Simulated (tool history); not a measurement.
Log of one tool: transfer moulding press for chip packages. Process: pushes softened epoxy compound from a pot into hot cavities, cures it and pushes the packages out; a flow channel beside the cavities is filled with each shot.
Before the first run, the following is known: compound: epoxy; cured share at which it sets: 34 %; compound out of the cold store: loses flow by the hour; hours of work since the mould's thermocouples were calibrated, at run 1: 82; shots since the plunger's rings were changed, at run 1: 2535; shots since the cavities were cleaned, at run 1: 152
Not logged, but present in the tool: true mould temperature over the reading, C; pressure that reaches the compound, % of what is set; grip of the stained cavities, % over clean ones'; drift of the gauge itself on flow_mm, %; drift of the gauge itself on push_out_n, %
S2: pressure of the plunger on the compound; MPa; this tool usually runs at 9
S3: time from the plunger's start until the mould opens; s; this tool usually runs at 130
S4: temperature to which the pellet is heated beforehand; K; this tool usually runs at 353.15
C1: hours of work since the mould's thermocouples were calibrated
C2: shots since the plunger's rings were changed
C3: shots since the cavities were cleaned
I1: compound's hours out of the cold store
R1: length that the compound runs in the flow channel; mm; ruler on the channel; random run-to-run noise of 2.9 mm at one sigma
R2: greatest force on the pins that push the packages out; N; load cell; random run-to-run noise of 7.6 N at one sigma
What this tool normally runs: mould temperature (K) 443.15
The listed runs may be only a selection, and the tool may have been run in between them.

Run 1, hour 0: usual settings; C1 82; C2 2535; C3 152; I1 39.6. Result: R1 703 mm, R2 374 N.
At hour 41.5: cavities cleaned with cleaning compound and waxed.
At hour 66.7: plunger's sealing rings changed.
Run 2, hour 93.5: usual settings; C1 142; C2 263; C3 486; I1 12. Result: R1 822 mm, R2 476 N.
At hour 99.8: cavities cleaned with cleaning compound and waxed.
At hour 160.1: cavities cleaned with cleaning compound and waxed.
Run 3, hour 190.1: usual settings; C1 204; C2 1184; C3 294; I1 39.2. Result: R1 719 mm, R2 397 N.
At hour 214: cavities cleaned with cleaning compound and waxed.
At hour 270.2: cavities cleaned with cleaning compound and waxed.
Run 4, hour 283.4: usual settings but S4 345.15 K; C1 264; C2 2073; C3 130; I1 15. Result: R1 793 mm, R2 379 N.
At hour 325.8: cavities cleaned with cleaning compound and waxed.
Run 5, hour 329.9: usual settings but S4 345.15 K; C1 294; C2 2516; C3 41; I1 14.6. Result: R1 787 mm, R2 350 N.
At hour 344.5: mould's thermocouples calibrated.
At hour 384.1: cavities cleaned with cleaning compound and waxed.
At hour 395.5: plunger's sealing rings changed.
Run 6, hour 432.3: usual settings but S3 143 s, S4 345.15 K; C1 56; C2 362; C3 450; I1 20.4. Result: R1 796 mm, R2 440 N.
At hour 441.4: cavities cleaned with cleaning compound and waxed.
At hour 497.5: cavities cleaned with cleaning compound and waxed.
Run 7, hour 526.2: usual settings but S3 143 s, S4 345.15 K; C1 116; C2 1255; C3 281; I1 34. Result: R1 740 mm, R2 410 N.
At hour 535.5: mould's thermocouples calibrated, once more.
At hour 553.4: cavities cleaned with cleaning compound and waxed.
Run 8, hour 580.6: usual settings but S3 143 s, S4 345.15 K; C1 29; C2 1757; C3 268; I1 11.7. Result: R1 802 mm, R2 397 N.
At hour 607.8: cavities cleaned with cleaning compound and waxed.
Run 9, hour 629.1: usual settings but S3 143 s, S4 345.15 K; C1 60; C2 2219; C3 210; I1 24.1. Result: R1 763 mm, R2 381 N.
At hour 662.6: cavities cleaned with cleaning compound and waxed.
Run 10, hour 692.2: usual settings but mould temperature (K) 441.15, S3 143 s, S4 349.15 K; C1 101; C2 2825; C3 291; I1 15.7. Result: R1 789 mm, R2 429 N.
At hour 720.2: cavities cleaned with cleaning compound and waxed.
At hour 727.5: plunger's sealing rings changed.
Run 11, hour 747.3: usual settings but mould temperature (K) 439.15, S3 143 s, S4 349.15 K; C1 135; C2 194; C3 241; I1 19.4. Result: R1 813 mm, R2 411 N.
At hour 783.6: cavities cleaned with cleaning compound and waxed.
Run 12, hour 797.2: usual settings but mould temperature (K) 439.15, S2 9.07 MPa, S3 143 s, S4 347.15 K; C1 167; C2 670; C3 133; I1 22.4. Result: R1 804 mm, R2 372 N.
At hour 839.6: cavities cleaned with cleaning compound and waxed.
Run 13, hour 872.6: usual settings but mould temperature (K) 449.15, S4 362.15 K; C1 217; C2 1397; C3 325; I1 30. Result: R1 721 mm, R2 400 N.
At hour 896.4: cavities cleaned with cleaning compound and waxed.
Run 14, hour 939.2: usual settings but mould temperature (K) 439.15; C1 260; C2 2037; C3 420; I1 33.5. Result: R1 747 mm, R2 503 N.
At hour 956.7: cavities cleaned with cleaning compound and waxed.
Run 15, hour 984.5: usual settings but mould temperature (K) 439.15; C1 289; C2 2469; C3 274; I1 44.2. Result: R1 711 mm, R2 473 N.
At hour 1005.7: mould's thermocouples calibrated.
At hour 1016.1: cavities cleaned with cleaning compound and waxed.
Run 16, hour 1037: usual settings but mould temperature (K) 436.15, S2 10.02 MPa, S3 122 s, S4 344.15 K; C1 20; C2 2951; C3 206; I1 17.8. Result: R1 852 mm, R2 645 N.

What will run 17 give?
At hour 1061.7: plunger's sealing rings changed.
At hour 1076.4: cavities cleaned with cleaning compound and waxed.
Run 17, hour 1116.7: usual settings but mould temperature (K) 436.15, S2 10.02 MPa, S3 122 s, S4 356.15 K; C1 70; C2 526; C3 396; I1 10.4. Result: R1 ?, R2 ?.

{"run 17": {"R1": 909, "R2": 702}}
Without the tool's hidden state the same run would have given R1 919 mm, R2 524 N.
